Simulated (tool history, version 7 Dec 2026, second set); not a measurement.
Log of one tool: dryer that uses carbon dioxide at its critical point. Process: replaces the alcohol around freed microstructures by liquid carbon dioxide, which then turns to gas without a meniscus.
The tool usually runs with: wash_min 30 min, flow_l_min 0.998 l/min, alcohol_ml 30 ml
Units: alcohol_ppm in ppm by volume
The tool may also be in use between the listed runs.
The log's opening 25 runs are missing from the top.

run    hour  wash_min  flow_l_min  alcohol_ml  hours of work since the filter was changed  hours of work since the purifier's bed was changed  alcohol_ppm
 26   581.5        32       1.441          48                                          38                                                 898           80
 27   606.3        30       0.998          22                                          52                                                 911          107
 28   623.9        30       0.998          22                                          62                                                 921          114
 29   642.4        46       1.515          22                                          72                                                 931           79
 30   672.9        39       0.739          82                                          89                                                 948          244
 31   693.1        39       0.739          82                                         100                                                 959          262
 32   711.7        30       0.776          30                                         110                                                 969          238
 33   737.7        30       0.776          92                                         124                                                 983          589
 34   754.6        30       0.776          92                                         133                                                 993          562
 35   775.9        30       0.998          73                                         145                                                1004          206
 36   807.5        38       1.446          30                                         162                                                1022           98
 37     829        38       1.446          30                                         174                                                1033           90
 38   848.6        30       0.998          75                                         185                                                1044          225
 39   866.8        40       0.649          34                                         195                                                1054          228
 40     896        40       0.649          34                                         211                                                1070          230
 41   926.1        40       0.649          34                                         227                                                1087          241
      931.3  -- purifier's bed changed
 42   958.8        31       0.818          67                                         244                                                  15          315
 43   980.2        32       0.986          67                                         255                                                  27          117
 44   994.2        19       1.414         117                                         263                                                  34          386
 45  1011.5        23       0.743          24                                         273                                                  44          432
       1018  -- inlet filter changed
 46  1038.6        23       0.743          38                                          11                                                  58          493

Forecast each of these 5 alternatives for the next run:
  A  1064.7        45       1.056          29                                          26                                                  73            ?
  B  1064.7        33       1.495          35                                          26                                                  73            ?
  C  1064.7        28       0.743          38                                          26                                                  73            ?
  D  1064.7        36       1.257          22                                          26                                                  73            ?
  E  1064.7        37       0.622          30                                          26                                                  73            ?

run  alcohol_ppm
  A            8
  B            6
  C          268
  D            9
  E          162
Had the tool no hidden state, the same runs would have come out as:
run  alcohol_ppm
  A            2
  B            0
  C          251
  D            3
  E          149
